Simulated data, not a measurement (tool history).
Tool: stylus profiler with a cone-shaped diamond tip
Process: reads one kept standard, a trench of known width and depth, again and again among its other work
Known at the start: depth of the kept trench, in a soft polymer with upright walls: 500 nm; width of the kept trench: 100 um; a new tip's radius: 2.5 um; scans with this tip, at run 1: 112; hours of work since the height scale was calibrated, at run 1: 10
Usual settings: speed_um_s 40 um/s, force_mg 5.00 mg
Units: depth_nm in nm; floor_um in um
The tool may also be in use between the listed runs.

run   hour  speed_um_s  force_mg  scans with this tip  hours of work since the height scale was calibrated  depth_nm  floor_um
  1    0.0          40      5.00                  112                                                   10    506.91     96.81
  2   16.1          40      5.00                  189                                                   17    507.15     96.84
  3   44.8          40      5.00                  327                                                   29    506.94     96.78
  4   74.2          40      5.00                  468                                                   42    506.84     96.76
  5  110.9          40      5.00                  644                                                   58    506.65     96.80
  6  145.8          64      5.00                  811                                                   73    506.76     96.71
  7  161.3          59      5.00                  885                                                   80    506.89     96.73
  8  193.2          59      5.00                 1038                                                   93    506.77     96.74
  9  219.8          59      5.00                 1165                                                  105    506.84     96.79
 10  254.2          59      5.00                 1330                                                  120    506.83     96.71
 11  286.8          59     10.31                 1486                                                  134    510.94     96.79
 12  321.5          59     10.31                 1652                                                  149    510.86     96.79
 13  341.5          59     10.31                 1748                                                  157    510.84     96.81
 14  368.7          10     10.31                 1879                                                  169    510.96     96.89
 15  400.5          10     10.31                 2031                                                  183    510.92     96.98
 16  434.1          86      5.00                 2192                                                  197    506.98     96.60
 17  459.9          86      5.00                 2316                                                  209    506.89     96.63
 18  484.0          86      5.00                 2431                                                  219    506.86     96.61

The next listed run, before its measurement:
 19  503.4          40      5.00                 2524                                                  227         ?         ?

Run 19 gave depth_nm 506.67 nm, floor_um 96.76 um.
Without the tool's hidden state the same run would have given depth_nm 506.68 nm, floor_um 96.76 um.
